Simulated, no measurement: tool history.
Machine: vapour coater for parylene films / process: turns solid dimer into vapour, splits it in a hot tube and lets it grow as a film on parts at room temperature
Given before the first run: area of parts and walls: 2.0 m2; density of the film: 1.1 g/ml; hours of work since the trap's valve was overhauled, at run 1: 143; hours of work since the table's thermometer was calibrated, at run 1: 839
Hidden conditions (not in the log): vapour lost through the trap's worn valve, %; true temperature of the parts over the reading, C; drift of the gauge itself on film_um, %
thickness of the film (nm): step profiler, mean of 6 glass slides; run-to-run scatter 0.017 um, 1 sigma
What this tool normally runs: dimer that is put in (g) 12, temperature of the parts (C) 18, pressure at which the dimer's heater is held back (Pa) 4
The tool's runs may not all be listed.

run	hour	dimer that is put in (g)	temperature of the parts (C)	pressure at which the dimer's heater is held back (Pa)	hours of work since the trap's valve was overhauled	hours of work since the table's thermometer was calibrated	thickness of the film (nm)
1	0	12	18	4	143	839	3530
2	40.7	12	18	4	176	872	3530
3	74.5	12	18	4	202	898	3490
4	154.6	12	18	4	265	961	3520
5	218.3	12	23	4	316	1012	2840
# hour 251.6: trap's valve overhauled
6	286	12	23	4	27	1062	3000
7	348.9	12	23	4	77	1111	3000
8	421.4	12	23	4	134	1168	2960
9	460	12	23	4	164	1199	2940
10	514.3	12	18	5.88	207	1242	3160
11	577	12	18	4	257	1291	3490
12	658.3	12	18	4	321	1355	3420
# hour 682.8: trap's valve overhauled
13	731.2	12	16	4	38	1409	3860
14	769.9	12	16	4	69	1440	3820
15	819.6	12	16	4	108	1479	3790
16	865.8	12	16	4	144	1516	3770
17	916	12	16	4	184	1555	3730
18	984.6	12	16	4	238	1609	3710
19	1066.5	12	18	4	302	1674	3440
# hour 1114.7: trap's valve overhauled
20	1133.2	12	14	4	15	1723	4130
21	1188.7	12	14	4	58	1767	4090
# hour 1253.5: table's thermometer calibrated
22	1253.5	9	18	4	109	0	2710
23	1294.2	9	18	4	141	32	2690
24	1356.7	9	18	4	190	81	2680
25	1426.3	9	15	2.73	245	136	3240
26	1469.1	8	28	4.71	279	170	1560
27	1521.3	12	18	5.57	320	211	3230
# hour 1544.5: trap's valve overhauled
28	1583.4	12	18	5.57	31	257	3360
29	1649.5	8	18	4	83	309	2430
30	1696.2	10	14	9.67	120	346	2770
31	1771.5	7	14	7.31	179	405	2080
32	1844	17	18	9.97	236	462	3990
33	1885	17	18	9.97	268	495	3980
34	1943.1	21	21	4	314	540	5440
# hour 1978.3: trap's valve overhauled
35	2015	12	21	2.5	29	594	3660
36	2098.7	6	28	2.5	95	660	1400
37	2147.7	6	28	2.5	134	698	1380
38	2229.6	6	27	5.9	198	763	1150
39	2294	6	27	5.9	249	814	1150
40	2341.5	21	19	3.28	286	851	6120
# hour 2406.7: trap's valve overhauled
41	2429.2	21	19	3.28	18	917	6360
42	2483.6	7	17	4.79	61	960	2090
43	2559	21	18	2.59	120	1020	6940
44	2595.1	8	25	2.59	148	1048	2040
45	2661.6	8	13	2.71	201	1100	3070
46	2706.9	16	22	7.97	237	1136	3420

A few steps of thickness of the film (nm) between consecutive runs. Split each: what settings, incoming material and random variation would produce without the hidden state, and what is left over for the hidden state, along with gauge scatter present in only one of the two compared results (measured, and without hidden state):
Run 34 -> 35: dimer that is put in (g) 21 -> 12, pressure at which the dimer's heater is held back (Pa) 4 -> 2.5, trap's valve overhauled. thickness of the film (nm) -1780: hidden state +250, all else -2030.
Run 39 -> 40: dimer that is put in (g) 6 -> 21, temperature of the parts (C) 27 -> 19, pressure at which the dimer's heater is held back (Pa) 5.9 -> 3.28. thickness of the film (nm) +4970: hidden state -290, all else +5260.
Run 40 -> 41: trap's valve overhauled. thickness of the film (nm) +240: hidden state +260, all else -20.
Run 42 -> 43: dimer that is put in (g) 7 -> 21, temperature of the parts (C) 17 -> 18, pressure at which the dimer's heater is held back (Pa) 4.79 -> 2.59. thickness of the film (nm) +4850: hidden state -180, all else +5030.
Run 43 -> 44: dimer that is put in (g) 21 -> 8, temperature of the parts (C) 18 -> 25. thickness of the film (nm) -4900: hidden state +150, all else -5050.
